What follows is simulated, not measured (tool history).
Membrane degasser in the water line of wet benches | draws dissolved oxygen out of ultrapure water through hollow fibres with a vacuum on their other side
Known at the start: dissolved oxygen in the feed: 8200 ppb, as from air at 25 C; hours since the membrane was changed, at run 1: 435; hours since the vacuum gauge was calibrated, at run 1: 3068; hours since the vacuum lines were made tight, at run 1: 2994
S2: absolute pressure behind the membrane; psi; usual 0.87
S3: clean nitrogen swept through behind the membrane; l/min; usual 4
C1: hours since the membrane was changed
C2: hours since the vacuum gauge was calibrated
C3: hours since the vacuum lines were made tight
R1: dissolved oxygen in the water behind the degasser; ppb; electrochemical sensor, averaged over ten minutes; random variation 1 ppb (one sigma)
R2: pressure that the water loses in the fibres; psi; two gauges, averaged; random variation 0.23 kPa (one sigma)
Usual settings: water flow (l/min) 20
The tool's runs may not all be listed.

run 1 hour=0 | water_flow_(l/min)=20 S2=0.87 S3=4 | C1=435 C2=3068 C3=2994 | R1=100.3 R2=8.636
run 2 hour=47.4 | water_flow_(l/min)=20 S2=0.87 S3=4 | C1=483 C2=3115 C3=3042 | R1=101.2 R2=8.551
run 3 hour=90.5 | water_flow_(l/min)=20 S2=0.87 S3=4 | C1=526 C2=3158 C3=3085 | R1=98.7 R2=8.646
run 4 hour=136.4 | water_flow_(l/min)=20 S2=0.618 S3=4 | C1=572 C2=3204 C3=3131 | R1=78.8 R2=8.644
run 5 hour=174.2 | water_flow_(l/min)=20 S2=0.618 S3=4 | C1=610 C2=3242 C3=3169 | R1=79.1 R2=8.643
-- hour=188.1 seals of the vacuum lines changed
run 6 hour=200.5 | water_flow_(l/min)=20 S2=0.618 S3=4 | C1=634 C2=3266 C3=12 | R1=80.3 R2=8.676
run 7 hour=228.9 | water_flow_(l/min)=18 S2=0.87 S3=4 | C1=662 C2=3295 C3=41 | R1=81.1 R2=7.796
run 8 hour=254.4 | water_flow_(l/min)=18 S2=0.87 S3=4 | C1=688 C2=3320 C3=66 | R1=80.6 R2=7.804
run 9 hour=300.5 | water_flow_(l/min)=18 S2=0.87 S3=4 | C1=734 C2=3366 C3=112 | R1=79.2 R2=7.841
run 10 hour=353.3 | water_flow_(l/min)=18 S2=0.87 S3=4 | C1=787 C2=3419 C3=165 | R1=81.3 R2=7.786
run 11 hour=380.9 | water_flow_(l/min)=18 S2=0.87 S3=4 | C1=814 C2=3447 C3=193 | R1=82.1 R2=7.806
run 12 hour=414.3 | water_flow_(l/min)=18 S2=0.87 S3=4 | C1=848 C2=3480 C3=226 | R1=80.5 R2=7.842
run 13 hour=439.9 | water_flow_(l/min)=20 S2=0.87 S3=4 | C1=873 C2=3506 C3=252 | R1=100.3 R2=8.723
run 14 hour=487.6 | water_flow_(l/min)=20 S2=0.87 S3=3.85 | C1=921 C2=3553 C3=299 | R1=103 R2=8.694
run 15 hour=520 | water_flow_(l/min)=20 S2=0.87 S3=3.85 | C1=953 C2=3586 C3=332 | R1=100.7 R2=8.73
run 16 hour=546.6 | water_flow_(l/min)=27 S2=1.188 S3=3.33 | C1=980 C2=3612 C3=358 | R1=226.8 R2=11.81
run 17 hour=578.9 | water_flow_(l/min)=27 S2=1.188 S3=3.33 | C1=1012 C2=3645 C3=391 | R1=227.8 R2=11.771
run 18 hour=632.3 | water_flow_(l/min)=27 S2=1.188 S3=3.33 | C1=1066 C2=3698 C3=444 | R1=223.7 R2=11.892
run 19 hour=676.7 | water_flow_(l/min)=20 S2=1.447 S3=6.44 | C1=1110 C2=3742 C3=489 | R1=119.4 R2=8.779
run 20 hour=726.2 | water_flow_(l/min)=20 S2=1.447 S3=6.44 | C1=1160 C2=3792 C3=538 | R1=118.1 R2=8.794
-- hour=762.6 gauge calibrated
run 21 hour=762.6 | water_flow_(l/min)=20 S2=1.447 S3=6.44 | C1=1196 C2=3828 C3=574 | R1=114.8 R2=8.573
run 22 hour=794 | water_flow_(l/min)=20 S2=0.992 S3=8.79 | C1=1227 C2=3860 C3=606 | R1=87 R2=8.598
run 23 hour=822.7 | water_flow_(l/min)=14 S2=0.87 S3=6.99 | C1=1256 C2=3888 C3=635 | R1=38.4 R2=6.045
run 24 hour=846.2 | water_flow_(l/min)=13 S2=1.752 S3=5.2 | C1=1280 C2=3912 C3=658 | R1=74.5 R2=5.581
run 25 hour=880.9 | water_flow_(l/min)=13 S2=0.677 S3=2.5 | C1=1314 C2=3947 C3=693 | R1=38.5 R2=5.596
run 26 hour=913.9 | water_flow_(l/min)=23 S2=0.677 S3=2.5 | C1=1347 C2=3980 C3=726 | R1=123.9 R2=9.945
run 27 hour=940.6 | water_flow_(l/min)=18 S2=0.759 S3=6.26 | C1=1374 C2=4006 C3=752 | R1=64.7 R2=7.757
run 28 hour=988.1 | water_flow_(l/min)=20 S2=0.531 S3=4 | C1=1421 C2=4054 C3=800 | R1=73.5 R2=8.579
run 29 hour=1016.3 | water_flow_(l/min)=20 S2=0.888 S3=6.16 | C1=1450 C2=4082 C3=828 | R1=89.9 R2=8.699

Some steps in R2 between neighbouring runs. How much of each would the tool show without its hidden state too (settings, what came in, random variation), and how much is left for the hidden state, with any gauge scatter that isn't in both results?
The hidden state here: membrane still open, %; true pressure behind the membrane over the reading, kPa; air that leaks in behind the membrane, l/min; drift of the gauge itself on oxygen_ppb, %; drift of the gauge itself on loss_of_pressure_kpa, %.
Run 15 -> 16: water flow (l/min) 20 -> 27, S2 0.87 -> 1.188, S3 3.85 -> 3.33. R2 +3.081 psi: hidden state +0.057, all else +3.024.
Run 18 -> 19: water flow (l/min) 27 -> 20, S2 1.188 -> 1.447, S3 3.33 -> 6.44. R2 -3.113 psi: hidden state -0.046, all else -3.066.
Run 20 -> 21: gauge calibrated. R2 -0.22 psi: hidden state -0.186, all else -0.035.
Run 25 -> 26: water flow (l/min) 13 -> 23. R2 +4.35 psi: hidden state +0.026, all else +4.324.

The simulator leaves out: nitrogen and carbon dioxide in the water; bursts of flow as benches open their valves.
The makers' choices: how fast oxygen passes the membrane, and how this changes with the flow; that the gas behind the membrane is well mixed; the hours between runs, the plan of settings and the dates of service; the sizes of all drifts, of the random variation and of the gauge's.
